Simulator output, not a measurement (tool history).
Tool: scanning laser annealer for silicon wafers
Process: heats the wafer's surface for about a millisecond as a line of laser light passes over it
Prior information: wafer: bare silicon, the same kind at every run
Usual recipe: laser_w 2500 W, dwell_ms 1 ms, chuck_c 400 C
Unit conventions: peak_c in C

run 1 hour=0 | laser_w=2500 dwell_ms=1 chuck_c=400 | peak_c=1147
run 2 hour=5 | laser_w=2500 dwell_ms=1 chuck_c=400 | peak_c=1146
run 3 hour=13.6 | laser_w=2500 dwell_ms=1 chuck_c=400 | peak_c=1146
run 4 hour=19.5 | laser_w=2500 dwell_ms=1 chuck_c=400 | peak_c=1145
run 5 hour=28.3 | laser_w=2500 dwell_ms=0.88 chuck_c=400 | peak_c=1096
run 6 hour=37.9 | laser_w=2500 dwell_ms=1.14 chuck_c=400 | peak_c=1211
run 7 hour=42.6 | laser_w=2313 dwell_ms=1.14 chuck_c=400 | peak_c=1126
run 8 hour=46.7 | laser_w=2352 dwell_ms=1 chuck_c=400 | peak_c=1089
run 9 hour=54.3 | laser_w=2352 dwell_ms=1 chuck_c=400 | peak_c=1086
run 10 hour=60.4 | laser_w=2684 dwell_ms=1 chuck_c=400 | peak_c=1219
run 11 hour=69.4 | laser_w=2684 dwell_ms=1 chuck_c=400 | peak_c=1215
run 12 hour=77 | laser_w=2684 dwell_ms=1 chuck_c=400 | peak_c=1217
run 13 hour=84.6 | laser_w=2684 dwell_ms=1 chuck_c=400 | peak_c=1217
run 14 hour=94.3 | laser_w=2466 dwell_ms=1.22 chuck_c=417 | peak_c=1236
run 15 hour=102.3 | laser_w=2130 dwell_ms=1 chuck_c=374 | peak_c=972
run 16 hour=110 | laser_w=2253 dwell_ms=0.76 chuck_c=398 | peak_c=946
run 17 hour=119.4 | laser_w=2272 dwell_ms=0.73 chuck_c=395 | peak_c=939
run 18 hour=129.5 | laser_w=2272 dwell_ms=0.73 chuck_c=395 | peak_c=936
run 19 hour=134.9 | laser_w=2163 dwell_ms=0.95 chuck_c=408 | peak_c=996
run 20 hour=139.8 | laser_w=2163 dwell_ms=0.95 chuck_c=408 | peak_c=1004
run 21 hour=147.8 | laser_w=2163 dwell_ms=0.95 chuck_c=408 | peak_c=995
run 22 hour=152.2 | laser_w=2163 dwell_ms=0.95 chuck_c=408 | peak_c=1001
run 23 hour=159.4 | laser_w=2708 dwell_ms=1.12 chuck_c=369 | peak_c=1246
run 24 hour=168.9 | laser_w=2708 dwell_ms=0.76 chuck_c=423 | peak_c=1122
run 25 hour=174.6 | laser_w=2461 dwell_ms=1.16 chuck_c=361 | peak_c=1149

The same runs without the tool's hidden state, with the same run-to-run variation:
The hidden state here: light that passes the window, % of a clean one's; laser's true power over the reading, %; width of the line over the set one, %; drift of the gauge itself on peak_c, C.
run=1 peak_c=1175
run=2 peak_c=1174
run=3 peak_c=1175
run=4 peak_c=1174
run=5 peak_c=1124
run=6 peak_c=1244
run=7 peak_c=1156
run=8 peak_c=1118
run=9 peak_c=1115
run=10 peak_c=1254
run=11 peak_c=1251
run=12 peak_c=1253
run=13 peak_c=1254
run=14 peak_c=1274
run=15 peak_c=1001
run=16 peak_c=972
run=17 peak_c=965
run=18 peak_c=963
run=19 peak_c=1025
run=20 peak_c=1034
run=21 peak_c=1025
run=22 peak_c=1031
run=23 peak_c=1292
run=24 peak_c=1159
run=25 peak_c=1192

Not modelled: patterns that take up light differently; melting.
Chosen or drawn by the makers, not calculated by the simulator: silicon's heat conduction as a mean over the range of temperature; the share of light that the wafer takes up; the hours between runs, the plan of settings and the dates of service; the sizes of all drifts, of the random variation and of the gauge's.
